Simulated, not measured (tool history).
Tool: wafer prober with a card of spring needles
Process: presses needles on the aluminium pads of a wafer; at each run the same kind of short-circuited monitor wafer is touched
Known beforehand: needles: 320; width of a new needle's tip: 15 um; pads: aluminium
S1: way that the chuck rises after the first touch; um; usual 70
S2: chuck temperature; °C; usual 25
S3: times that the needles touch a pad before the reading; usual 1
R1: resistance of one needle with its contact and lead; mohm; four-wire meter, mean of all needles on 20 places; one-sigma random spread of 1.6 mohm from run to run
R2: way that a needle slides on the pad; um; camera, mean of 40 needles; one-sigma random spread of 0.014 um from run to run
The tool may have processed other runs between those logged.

{"run": 1, "hour": 0.0, "S1": 70, "S2": 25, "S3": 1, "R1": 208, "R2": 9.66}
{"hour": 1.7, "done": "tips cleaned on abrasive film"}
{"hour": 9.9, "done": "tips cleaned on abrasive film"}
{"hour": 16.4, "done": "tips cleaned on abrasive film"}
{"hour": 22.9, "done": "tips cleaned on abrasive film"}
{"hour": 23.2, "done": "height of the first contact set anew"}
{"hour": 29.8, "done": "tips cleaned on abrasive film"}
{"hour": 37.9, "done": "tips cleaned on abrasive film"}
{"hour": 44.5, "done": "tips cleaned on abrasive film"}
{"run": 2, "hour": 50.0, "S1": 70, "S2": 25, "S3": 1, "R1": 214, "R2": 9.81}
{"hour": 51.7, "done": "tips cleaned on abrasive film"}
{"hour": 58.2, "done": "tips cleaned on abrasive film"}
{"hour": 64.8, "done": "tips cleaned on abrasive film"}
{"hour": 72.9, "done": "tips cleaned on abrasive film"}
{"hour": 79.5, "done": "tips cleaned on abrasive film"}
{"hour": 86.0, "done": "tips cleaned on abrasive film"}
{"hour": 94.1, "done": "tips cleaned on abrasive film"}
{"hour": 102.3, "done": "tips cleaned on abrasive film"}
{"run": 3, "hour": 104.1, "S1": 70, "S2": 25, "S3": 1, "R1": 181, "R2": 9.66}
{"hour": 109.0, "done": "tips cleaned on abrasive film"}
{"hour": 115.6, "done": "tips cleaned on abrasive film"}
{"hour": 122.1, "done": "tips cleaned on abrasive film"}
{"hour": 128.6, "done": "tips cleaned on abrasive film"}
{"hour": 133.8, "done": "height of the first contact set anew"}
{"hour": 135.5, "done": "tips cleaned on abrasive film"}
{"hour": 142.0, "done": "tips cleaned on abrasive film"}
{"hour": 148.6, "done": "tips cleaned on abrasive film"}
{"run": 4, "hour": 153.2, "S1": 70, "S2": 70, "S3": 1, "R1": 217, "R2": 9.8}
{"hour": 156.6, "done": "tips cleaned on abrasive film"}
{"hour": 163.1, "done": "tips cleaned on abrasive film"}
{"hour": 169.6, "done": "tips cleaned on abrasive film"}
{"hour": 176.2, "done": "tips cleaned on abrasive film"}
{"hour": 182.7, "done": "tips cleaned on abrasive film"}
{"hour": 189.3, "done": "tips cleaned on abrasive film"}
{"run": 5, "hour": 193.5, "S1": 70, "S2": 70, "S3": 1, "R1": 215, "R2": 9.72}
{"hour": 196.8, "done": "tips cleaned on abrasive film"}
{"hour": 203.4, "done": "tips cleaned on abrasive film"}
{"hour": 209.9, "done": "tips cleaned on abrasive film"}
{"hour": 216.4, "done": "tips cleaned on abrasive film"}
{"hour": 223.0, "done": "tips cleaned on abrasive film"}
{"run": 6, "hour": 223.2, "S1": 70, "S2": 70, "S3": 1, "R1": 171, "R2": 9.62}
{"hour": 229.7, "done": "tips cleaned on abrasive film"}
{"hour": 237.9, "done": "tips cleaned on abrasive film"}
{"hour": 244.4, "done": "tips cleaned on abrasive film"}
{"hour": 244.7, "done": "height of the first contact set anew"}
{"hour": 251.3, "done": "tips cleaned on abrasive film"}
{"hour": 259.4, "done": "tips cleaned on abrasive film"}
{"hour": 267.6, "done": "tips cleaned on abrasive film"}
{"hour": 275.7, "done": "tips cleaned on abrasive film"}
{"run": 7, "hour": 280.2, "S1": 70, "S2": 70, "S3": 1, "R1": 213, "R2": 9.77}
{"hour": 283.5, "done": "tips cleaned on abrasive film"}
{"hour": 290.0, "done": "tips cleaned on abrasive film"}
{"hour": 296.6, "done": "tips cleaned on abrasive film"}
{"hour": 303.1, "done": "tips cleaned on abrasive film"}
{"hour": 309.7, "done": "tips cleaned on abrasive film"}
{"hour": 316.2, "done": "tips cleaned on abrasive film"}
{"hour": 322.7, "done": "tips cleaned on abrasive film"}
{"run": 8, "hour": 325.1, "S1": 70, "S2": 70, "S3": 1, "R1": 206, "R2": 9.66}
{"hour": 330.1, "done": "tips cleaned on abrasive film"}
{"hour": 336.6, "done": "tips cleaned on abrasive film"}
{"hour": 343.1, "done": "tips cleaned on abrasive film"}
{"hour": 351.3, "done": "tips cleaned on abrasive film"}
{"hour": 354.8, "done": "height of the first contact set anew"}
{"hour": 359.7, "done": "tips cleaned on abrasive film"}
{"run": 9, "hour": 365.0, "S1": 70, "S2": 70, "S3": 1, "R1": 224, "R2": 9.85}
{"hour": 366.7, "done": "tips cleaned on abrasive film"}
{"hour": 373.2, "done": "tips cleaned on abrasive film"}
{"hour": 379.8, "done": "tips cleaned on abrasive film"}
{"hour": 387.9, "done": "tips cleaned on abrasive film"}
{"hour": 396.1, "done": "tips cleaned on abrasive film"}
{"run": 10, "hour": 396.2, "S1": 70, "S2": 25, "S3": 1, "R1": 165, "R2": 9.76}
{"hour": 402.7, "done": "tips cleaned on abrasive film"}
{"hour": 409.3, "done": "tips cleaned on abrasive film"}
{"hour": 415.8, "done": "tips cleaned on abrasive film"}
{"hour": 422.3, "done": "tips cleaned on abrasive film"}
{"hour": 428.9, "done": "tips cleaned on abrasive film"}
{"hour": 437.0, "done": "tips cleaned on abrasive film"}
{"hour": 443.6, "done": "tips cleaned on abrasive film"}
{"run": 11, "hour": 446.0, "S1": 70, "S2": 25, "S3": 1, "R1": 201, "R2": 9.65}
{"hour": 450.9, "done": "tips cleaned on abrasive film"}
{"hour": 457.5, "done": "tips cleaned on abrasive film"}
{"hour": 464.0, "done": "tips cleaned on abrasive film"}
{"hour": 465.9, "done": "height of the first contact set anew"}
{"hour": 472.4, "done": "tips cleaned on abrasive film"}
{"hour": 479.0, "done": "tips cleaned on abrasive film"}
{"hour": 487.1, "done": "tips cleaned on abrasive film"}
{"hour": 493.7, "done": "tips cleaned on abrasive film"}
{"run": 12, "hour": 493.9, "S1": 51, "S2": 120, "S3": 1, "R1": 201, "R2": 7.1}
{"hour": 500.4, "done": "tips cleaned on abrasive film"}
{"hour": 507.0, "done": "tips cleaned on abrasive film"}
{"hour": 513.5, "done": "tips cleaned on abrasive film"}
{"hour": 521.7, "done": "tips cleaned on abrasive film"}
{"hour": 528.2, "done": "tips cleaned on abrasive film"}
{"hour": 534.7, "done": "tips cleaned on abrasive film"}
{"hour": 541.3, "done": "tips cleaned on abrasive film"}
{"hour": 547.8, "done": "tips cleaned on abrasive film"}
{"run": 13, "hour": 553.9, "S1": 88, "S2": 68, "S3": 3, "R1": 176, "R2": 12.24}
{"hour": 555.6, "done": "tips cleaned on abrasive film"}
{"hour": 563.8, "done": "tips cleaned on abrasive film"}
{"hour": 570.3, "done": "tips cleaned on abrasive film"}
{"hour": 576.8, "done": "tips cleaned on abrasive film"}
{"hour": 577.1, "done": "height of the first contact set anew"}
{"hour": 583.7, "done": "tips cleaned on abrasive film"}
{"hour": 591.8, "done": "tips cleaned on abrasive film"}
{"run": 14, "hour": 594.1, "S1": 56, "S2": 63, "S3": 2, "R1": 207, "R2": 7.84}
{"hour": 599.1, "done": "tips cleaned on abrasive film"}
{"hour": 605.6, "done": "tips cleaned on abrasive film"}
{"hour": 613.7, "done": "tips cleaned on abrasive film"}
{"hour": 620.3, "done": "tips cleaned on abrasive film"}
{"hour": 626.8, "done": "tips cleaned on abrasive film"}
{"hour": 633.3, "done": "tips cleaned on abrasive film"}
{"hour": 639.9, "done": "tips cleaned on abrasive film"}
{"run": 15, "hour": 641.2, "S1": 56, "S2": 63, "S3": 2, "R1": 199, "R2": 7.75}
{"hour": 647.8, "done": "tips cleaned on abrasive film"}
{"hour": 655.9, "done": "tips cleaned on abrasive film"}
{"hour": 664.1, "done": "tips cleaned on abrasive film"}
{"hour": 670.6, "done": "tips cleaned on abrasive film"}
{"hour": 677.1, "done": "tips cleaned on abrasive film"}
{"run": 16, "hour": 683.4, "S1": 52, "S2": 62, "S3": 1, "R1": 316, "R2": 7.09}
{"hour": 685.1, "done": "tips cleaned on abrasive film"}
{"hour": 687.0, "done": "height of the first contact set anew"}
{"hour": 692.0, "done": "tips cleaned on abrasive film"}
{"hour": 698.5, "done": "tips cleaned on abrasive film"}
{"hour": 705.0, "done": "tips cleaned on abrasive film"}
{"hour": 711.6, "done": "tips cleaned on abrasive film"}
{"hour": 719.7, "done": "tips cleaned on abrasive film"}
{"hour": 726.3, "done": "tips cleaned on abrasive film"}
{"hour": 732.8, "done": "tips cleaned on abrasive film"}
{"hour": 739.3, "done": "tips cleaned on abrasive film"}
{"run": 17, "hour": 745.4, "S1": 71, "S2": 78, "S3": 1, "R1": 239, "R2": 9.85}
{"hour": 747.1, "done": "tips cleaned on abrasive film"}
{"hour": 753.7, "done": "tips cleaned on abrasive film"}
{"hour": 760.2, "done": "tips cleaned on abrasive film"}
{"hour": 766.7, "done": "tips cleaned on abrasive film"}
{"hour": 774.9, "done": "tips cleaned on abrasive film"}
{"run": 18, "hour": 780.4, "S1": 71, "S2": 78, "S3": 1, "R1": 241, "R2": 9.76}
{"hour": 782.1, "done": "tips cleaned on abrasive film"}
{"hour": 788.6, "done": "tips cleaned on abrasive film"}
{"hour": 795.2, "done": "tips cleaned on abrasive film"}
{"hour": 797.1, "done": "height of the first contact set anew"}
{"hour": 803.6, "done": "tips cleaned on abrasive film"}
{"run": 19, "hour": 809.2, "S1": 86, "S2": 39, "S3": 1, "R1": 210, "R2": 12.07}
{"hour": 810.9, "done": "tips cleaned on abrasive film"}
{"hour": 817.4, "done": "tips cleaned on abrasive film"}
{"hour": 824.0, "done": "tips cleaned on abrasive film"}
{"hour": 830.5, "done": "tips cleaned on abrasive film"}
{"hour": 838.6, "done": "tips cleaned on abrasive film"}
{"hour": 845.2, "done": "tips cleaned on abrasive film"}
{"run": 20, "hour": 850.5, "S1": 86, "S2": 39, "S3": 1, "R1": 209, "R2": 11.94}

5 options for the next run, each taken on its own from the tool as it stands now. Forecast them:
{"hour": 852.2, "done": "tips cleaned on abrasive film"}
{"hour": 858.8, "done": "tips cleaned on abrasive film"}
{"hour": 866.9, "done": "tips cleaned on abrasive film"}
{"hour": 875.1, "done": "tips cleaned on abrasive film"}
{"run": "A", "hour": 880.9, "S1": 70, "S2": 25, "S3": 3, "R1": "?", "R2": "?"}
{"hour": 852.2, "done": "tips cleaned on abrasive film"}
{"hour": 858.8, "done": "tips cleaned on abrasive film"}
{"hour": 866.9, "done": "tips cleaned on abrasive film"}
{"hour": 875.1, "done": "tips cleaned on abrasive film"}
{"run": "B", "hour": 880.9, "S1": 80, "S2": 115, "S3": 1, "R1": "?", "R2": "?"}
{"hour": 852.2, "done": "tips cleaned on abrasive film"}
{"hour": 858.8, "done": "tips cleaned on abrasive film"}
{"hour": 866.9, "done": "tips cleaned on abrasive film"}
{"hour": 875.1, "done": "tips cleaned on abrasive film"}
{"run": "C", "hour": 880.9, "S1": 59, "S2": 25, "S3": 2, "R1": "?", "R2": "?"}
{"hour": 852.2, "done": "tips cleaned on abrasive film"}
{"hour": 858.8, "done": "tips cleaned on abrasive film"}
{"hour": 866.9, "done": "tips cleaned on abrasive film"}
{"hour": 875.1, "done": "tips cleaned on abrasive film"}
{"run": "D", "hour": 880.9, "S1": 77, "S2": 32, "S3": 2, "R1": "?", "R2": "?"}
{"hour": 852.2, "done": "tips cleaned on abrasive film"}
{"hour": 858.8, "done": "tips cleaned on abrasive film"}
{"hour": 866.9, "done": "tips cleaned on abrasive film"}
{"hour": 875.1, "done": "tips cleaned on abrasive film"}
{"run": "E", "hour": 880.9, "S1": 55, "S2": 73, "S3": 2, "R1": "?", "R2": "?"}

run=A R1=189 R2=9.67
run=B R1=234 R2=11.06
run=C R1=231 R2=8.14
run=D R1=201 R2=10.68
run=E R1=249 R2=7.56
Without the tool's unlogged condition, the same runs would have read:
run=A R1=152 R2=9.85
run=B R1=169 R2=11.25
run=C R1=154 R2=8.32
run=D R1=153 R2=10.87
run=E R1=166 R2=7.74
